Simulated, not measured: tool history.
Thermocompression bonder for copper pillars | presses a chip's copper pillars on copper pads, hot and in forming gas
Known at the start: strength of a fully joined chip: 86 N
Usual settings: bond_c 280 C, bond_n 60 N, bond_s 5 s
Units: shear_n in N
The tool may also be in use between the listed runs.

| run | hour | bond_c | bond_n | bond_s | shear_n |
|---|---|---|---|---|---|
| 1 | 0 | 280 | 60 | 5 | 48.2 |
| 2 | 44.1 | 280 | 60 | 5 | 48.4 |
| 3 | 129.4 | 280 | 60 | 5 | 48.2 |
| 4 | 179.6 | 280 | 60 | 5 | 47.9 |
| 5 | 226.9 | 280 | 60 | 6 | 51.1 |
| 6 | 309.3 | 280 | 60 | 6 | 50.8 |
| 7 | 367.3 | 280 | 60 | 6 | 50.7 |
|  | 399.9 | force cell calibrated |
| 8 | 430.2 | 280 | 60 | 6 | 50.5 |
| 9 | 496.3 | 280 | 60 | 6 | 50.5 |
| 10 | 556.3 | 280 | 60 | 6 | 50.7 |
| 11 | 632.1 | 280 | 60 | 6 | 50.4 |
|  | 648 | forming gas filter changed |
| 12 | 679.2 | 278 | 60 | 5 | 46.3 |
| 13 | 738.1 | 278 | 60 | 5 | 46.6 |
| 14 | 807.3 | 260 | 60 | 5 | 36.6 |
| 15 | 869.2 | 260 | 60 | 5 | 37.1 |
| 16 | 938.1 | 289 | 83 | 5 | 65 |
| 17 | 989.3 | 280 | 41 | 9 | 41 |
| 18 | 1030.3 | 301 | 50 | 12 | 64.3 |
| 19 | 1071.6 | 301 | 50 | 12 | 64.2 |
| 20 | 1121.6 | 301 | 50 | 12 | 63.7 |
| 21 | 1161 | 301 | 50 | 12 | 63.8 |
| 22 | 1236.8 | 301 | 50 | 12 | 63.4 |
|  | 1298.5 | forming gas filter changed |
| 23 | 1309.2 | 301 | 50 | 12 | 63.5 |
|  | 1374.1 | heater calibrated with a thermocouple chip |
| 24 | 1394.6 | 269 | 87 | 5 | 56.3 |
| 25 | 1433.7 | 277 | 52 | 4 | 36.8 |

Some steps in shear_n between neighbouring runs. How much of each would the tool show without its hidden state too (settings, what came in, random variation), and how much is left for the hidden state, with any gauge scatter that isn't in both results?
The hidden state here: true temperature of the bond over the reading, C; force that reaches the chip, % of what is set; oxide that the forming gas leaves, % of the face; drift of the gauge itself on shear_n, %.
Run 15 -> 16: bond_c 260 -> 289, bond_n 60 -> 83. shear_n +27.9 N: hidden state -0.6, all else +28.5.
Run 16 -> 17: bond_c 289 -> 280, bond_n 83 -> 41, bond_s 5 -> 9. shear_n -24 N: hidden state +0.4, all else -24.4.
Run 24 -> 25: bond_c 269 -> 277, bond_n 87 -> 52, bond_s 5 -> 4. shear_n -19.5 N: hidden state +0.5, all else -20.

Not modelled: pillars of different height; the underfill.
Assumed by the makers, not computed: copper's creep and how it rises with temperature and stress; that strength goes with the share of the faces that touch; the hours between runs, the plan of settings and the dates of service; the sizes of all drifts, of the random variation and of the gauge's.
